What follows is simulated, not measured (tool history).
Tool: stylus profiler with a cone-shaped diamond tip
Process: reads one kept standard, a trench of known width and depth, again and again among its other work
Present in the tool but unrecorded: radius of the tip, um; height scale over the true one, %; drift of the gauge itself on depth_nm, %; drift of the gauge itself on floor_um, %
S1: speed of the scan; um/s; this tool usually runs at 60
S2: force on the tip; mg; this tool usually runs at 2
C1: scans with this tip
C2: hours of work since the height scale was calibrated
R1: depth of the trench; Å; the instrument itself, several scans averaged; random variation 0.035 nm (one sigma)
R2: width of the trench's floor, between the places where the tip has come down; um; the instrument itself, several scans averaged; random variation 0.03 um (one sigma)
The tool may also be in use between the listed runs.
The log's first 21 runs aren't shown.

run   hour  S1    S2    C1   C2      R1     R2
 22  641.7  60     2  5292  370  1007.6  27.77
 23  667.3  60     2  5441  381  1008.2  27.79
 24  708.6  60     2  5683  397  1007.5  27.79
 25    731  60     2  5815  407  1007.7  27.81
       734  -- height scale calibrated on a step standard
 26  769.8  60  0.95  6039   15  1006.7  27.73
 27  797.9  97     2  6203   26  1008.7   27.7
 28  832.8  97     2  6408   40  1008.9  27.64
     849.6  -- height scale calibrated on a step standard, once more
 29  852.4  97     2  6520    1    1007  27.63

Estimate the outcome of run 30 from the log above:
 30  880.3  234  1.76  6683  13   ?   ?

Run 30 yielded R1 1006.5 Å, R2 27.32 um.
Had the tool carried no hidden state, the very same run would have given R1 1006.2 Å, R2 28.1 um.
